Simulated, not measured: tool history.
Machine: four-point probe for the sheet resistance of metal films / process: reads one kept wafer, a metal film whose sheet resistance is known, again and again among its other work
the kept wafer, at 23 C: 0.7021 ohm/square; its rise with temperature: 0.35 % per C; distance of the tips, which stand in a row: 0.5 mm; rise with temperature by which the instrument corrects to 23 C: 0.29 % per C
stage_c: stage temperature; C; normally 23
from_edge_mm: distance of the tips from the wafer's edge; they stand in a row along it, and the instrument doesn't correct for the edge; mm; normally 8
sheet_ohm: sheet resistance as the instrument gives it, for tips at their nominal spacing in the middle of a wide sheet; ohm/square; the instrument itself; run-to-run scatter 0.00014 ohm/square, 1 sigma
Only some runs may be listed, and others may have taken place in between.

run,hour,stage_c,from_edge_mm,sheet_ohm
1,0,23,8,0.703833
2,78.8,23,8,0.703638
# hour 158.6: stage's thermometer calibrated
3,184.3,23,8,0.703516
4,263.5,23,14,0.702618
5,378.9,23,14,0.702536
6,468.1,23,14,0.702782
7,555.9,23,14,0.702414
8,679.7,23,14,0.702793
9,760.8,22,14,0.701766
10,876.2,22,14,0.702211
11,994.1,23,8,0.70373
12,1070.8,23,8,0.703745
13,1176.4,23,8,0.70369
14,1310.9,23,8,0.703634
15,1373.1,23,3,0.712443
16,1454.8,23,8,0.703284
17,1569,26,21,0.70387
18,1640.6,19,48,0.700183
19,1702.2,19,48,0.700058
20,1828.7,25,73,0.703242
21,1955.3,20,9,0.701915
22,2017.1,31,59,0.705736
23,2074.4,29,4,0.710928
24,2147.1,19,4,0.706564
25,2275.2,19,4,0.706139
26,2364,24,63,0.702498
# hour 2433.5: new probe head fitted
27,2460,19,45,0.700207
28,2588.7,32,12,0.706973
29,2646.9,32,12,0.706781
30,2767.4,32,12,0.707016
31,2883,19,42,0.70029
32,2980.1,25,26,0.703393

5 ways to go on from here, each from the tool as it stands after run 32. What would each give?
# hour 2998.5: stage's thermometer calibrated
A,3110,26,15,?
# hour 2998.5: stage's thermometer calibrated
B,3110,27,4,?
# hour 2998.5: stage's thermometer calibrated
C,3110,24,30,?
# hour 2998.5: stage's thermometer calibrated
D,3110,25,48,?
# hour 2998.5: stage's thermometer calibrated
E,3110,25,7,?

run,sheet_ohm
A,0.703941
B,0.710025
C,0.702704
D,0.703168
E,0.704719
Without the tool's unlogged condition, the same runs would have read:
run,sheet_ohm
A,0.70395
B,0.710034
C,0.702713
D,0.703177
E,0.704728

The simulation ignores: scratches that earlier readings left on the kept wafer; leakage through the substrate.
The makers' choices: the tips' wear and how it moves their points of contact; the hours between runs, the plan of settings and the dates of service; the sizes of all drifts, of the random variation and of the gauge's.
